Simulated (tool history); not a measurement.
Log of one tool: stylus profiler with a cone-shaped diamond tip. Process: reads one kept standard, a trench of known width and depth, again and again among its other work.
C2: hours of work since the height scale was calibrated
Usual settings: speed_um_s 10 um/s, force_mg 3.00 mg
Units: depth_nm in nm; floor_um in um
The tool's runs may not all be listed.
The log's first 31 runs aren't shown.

Run 32, hour 426.2: usual settings but speed_um_s 4 um/s, force_mg 3.87 mg; scans with this tip 7215; C2 504. Result: depth_nm 204.43 nm, floor_um 28.30 um.
Run 33, hour 445.7: usual settings but speed_um_s 18 um/s, force_mg 2.65 mg; scans with this tip 7348; C2 513. Result: depth_nm 203.42 nm, floor_um 28.22 um.
Run 34, hour 455.6: usual settings but speed_um_s 23 um/s, force_mg 1.59 mg; scans with this tip 7416; C2 518. Result: depth_nm 202.41 nm, floor_um 28.08 um.
Run 35, hour 474.4: usual settings but speed_um_s 32 um/s, force_mg 1.82 mg; scans with this tip 7545; C2 527. Result: depth_nm 202.54 nm, floor_um 28.12 um.
Run 36, hour 485.4: usual settings but speed_um_s 7 um/s, force_mg 1.51 mg; scans with this tip 7620; C2 532. Result: depth_nm 202.23 nm, floor_um 28.28 um.
Run 37, hour 499.0: usual settings but force_mg 3.49 mg; scans with this tip 7713; C2 539. Result: depth_nm 204.03 nm, floor_um 28.19 um.
Run 38, hour 512.5: usual settings but speed_um_s 31 um/s, force_mg 4.51 mg; scans with this tip 7806; C2 545. Result: depth_nm 204.98 nm, floor_um 28.15 um.
Run 39, hour 524.5: usual settings but speed_um_s 3 um/s, force_mg 7.75 mg; scans with this tip 7889; C2 551. Result: depth_nm 207.25 nm, floor_um 28.29 um.
Run 40, hour 537.8: usual settings but force_mg 2.19 mg; scans with this tip 7979; C2 557. Result: depth_nm 203.02 nm, floor_um 28.24 um.
Run 41, hour 547.8: usual settings but speed_um_s 8 um/s, force_mg 5.99 mg; scans with this tip 8048; C2 562. Result: depth_nm 205.80 nm, floor_um 28.24 um.
Run 42, hour 562.8: usual settings but speed_um_s 8 um/s, force_mg 5.99 mg; scans with this tip 8151; C2 569. Result: depth_nm 205.82 nm, floor_um 28.21 um.
Run 43, hour 575.3: usual settings but force_mg 6.96 mg; scans with this tip 8237; C2 575. Result: depth_nm 206.59 nm, floor_um 28.23 um.
Run 44, hour 594.3: usual settings but speed_um_s 5 um/s, force_mg 2.66 mg; scans with this tip 8367; C2 584. Result: depth_nm 203.45 nm, floor_um 28.19 um.

5 ways to go on from here, each from the tool as it stands after run 44. What would each give?
Run A, hour 606.9: usual settings but speed_um_s 5 um/s, force_mg 8.08 mg; scans with this tip 8454; C2 590. Result: depth_nm ?, floor_um ?.
Run B, hour 606.9: usual settings but speed_um_s 9 um/s, force_mg 1.37 mg; scans with this tip 8454; C2 590. Result: depth_nm ?, floor_um ?.
Run C, hour 606.9: usual settings but speed_um_s 8 um/s, force_mg 2.66 mg; scans with this tip 8454; C2 590. Result: depth_nm ?, floor_um ?.
Run D, hour 606.9: usual settings but speed_um_s 5 um/s, force_mg 3.40 mg; scans with this tip 8454; C2 590. Result: depth_nm ?, floor_um ?.
Run E, hour 606.9: usual settings but speed_um_s 5 um/s, force_mg 2.59 mg; scans with this tip 8454; C2 590. Result: depth_nm ?, floor_um ?.

run  depth_nm  floor_um
  A    207.31     28.22
  B    202.29     28.18
  C    203.35     28.22
  D    204.23     28.21
  E    203.27     28.22
Without the tool's hidden state the same runs would have given:
run  depth_nm  floor_um
  A    207.31     28.22
  B    202.28     28.19
  C    203.35     28.23
  D    204.23     28.22
  E    203.26     28.23
